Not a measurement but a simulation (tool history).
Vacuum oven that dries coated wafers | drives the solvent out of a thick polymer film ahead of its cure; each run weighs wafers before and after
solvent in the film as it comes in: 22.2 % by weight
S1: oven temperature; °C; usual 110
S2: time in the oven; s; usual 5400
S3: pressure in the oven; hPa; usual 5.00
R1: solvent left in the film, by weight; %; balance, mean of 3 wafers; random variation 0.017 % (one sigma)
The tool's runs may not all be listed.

Run 1, hour 0.0: usual settings. Result: R1 2.17 %.
Run 2, hour 66.6: usual settings. Result: R1 2.16 %.
Run 3, hour 125.4: usual settings. Result: R1 2.18 %.
Run 4, hour 214.3: usual settings. Result: R1 2.20 %.
Run 5, hour 282.7: usual settings. Result: R1 2.19 %.
Run 6, hour 344.1: usual settings but S2 3060 s. Result: R1 5.37 %.
Run 7, hour 452.8: usual settings but S2 3060 s, S3 5.99 hPa. Result: R1 5.36 %.
Run 8, hour 497.3: usual settings. Result: R1 2.27 %.
Run 9, hour 590.8: usual settings. Result: R1 2.27 %.
Run 10, hour 700.5: usual settings. Result: R1 2.29 %.
At hour 712.9: oven's thermocouples calibrated.
Run 11, hour 765.3: usual settings. Result: R1 2.05 %.
Run 12, hour 832.7: usual settings. Result: R1 2.04 %.
Run 13, hour 928.0: usual settings. Result: R1 2.07 %.
Run 14, hour 993.4: usual settings. Result: R1 2.10 %.
Run 15, hour 1065.2: usual settings but S2 9060 s. Result: R1 0.64 %.
Run 16, hour 1125.0: usual settings but S2 9060 s. Result: R1 0.69 %.
Run 17, hour 1186.7: usual settings but S2 9060 s. Result: R1 0.65 %.
At hour 1276.2: vacuum gauge cleaned of residue and calibrated.
Run 18, hour 1296.0: usual settings but S1 119 °C, S2 9060 s, S3 4.52 hPa. Result: R1 0.16 %.
Run 19, hour 1355.5: usual settings but S1 119 °C, S2 9060 s, S3 4.52 hPa. Result: R1 0.17 %.
Run 20, hour 1435.5: usual settings but S1 119 °C, S2 9060 s, S3 4.52 hPa. Result: R1 0.14 %.
Run 21, hour 1487.3: usual settings but S1 120 °C, S2 8400 s, S3 3.70 hPa. Result: R1 0.17 %.
Run 22, hour 1576.3: usual settings but S1 120 °C, S2 8400 s, S3 3.70 hPa. Result: R1 0.18 %.
Run 23, hour 1653.6: usual settings but S3 12.18 hPa. Result: R1 2.24 %.
Run 24, hour 1759.2: usual settings but S1 106 °C, S2 7200 s, S3 3.48 hPa. Result: R1 1.64 %.
Run 25, hour 1809.8: usual settings but S1 121 °C, S2 7200 s, S3 3.48 hPa. Result: R1 0.24 %.
Run 26, hour 1895.0: usual settings but S1 111 °C, S2 6300 s. Result: R1 1.33 %.
Run 27, hour 1983.9: usual settings but S1 101 °C, S2 4020 s. Result: R1 6.29 %.
Run 28, hour 2029.6: usual settings but S1 101 °C, S2 4020 s. Result: R1 6.32 %.
Run 29, hour 2111.0: usual settings but S1 123 °C, S3 13.83 hPa. Result: R1 0.60 %.
Run 30, hour 2166.2: usual settings but S2 3540 s, S3 13.66 hPa. Result: R1 4.57 %.
Run 31, hour 2264.7: usual settings but S2 5340 s. Result: R1 2.21 %.
Run 32, hour 2335.0: usual settings but S2 5340 s. Result: R1 2.23 %.

5 ways to go on from here, each from the tool as it stands after run 32. What would each give?
Run A, hour 2381.8: usual settings but S1 113 °C, S2 3300 s, S3 9.72 hPa. Result: R1 ?.
Run B, hour 2381.8: usual settings but S1 112 °C, S2 5580 s. Result: R1 ?.
Run C, hour 2381.8: usual settings but S2 5340 s. Result: R1 ?.
Run D, hour 2381.8: usual settings but S1 102 °C, S3 14.51 hPa. Result: R1 ?.
Run E, hour 2381.8: usual settings but S1 121 °C, S3 5.65 hPa. Result: R1 ?.

run    R1
  A  4.06
  B  1.67
  C  2.23
  D  4.50
  E  0.66
Without the tool's hidden state the same runs would have given:
run    R1
  A  3.77
  B  1.46
  C  1.99
  D  4.17
  E  0.55

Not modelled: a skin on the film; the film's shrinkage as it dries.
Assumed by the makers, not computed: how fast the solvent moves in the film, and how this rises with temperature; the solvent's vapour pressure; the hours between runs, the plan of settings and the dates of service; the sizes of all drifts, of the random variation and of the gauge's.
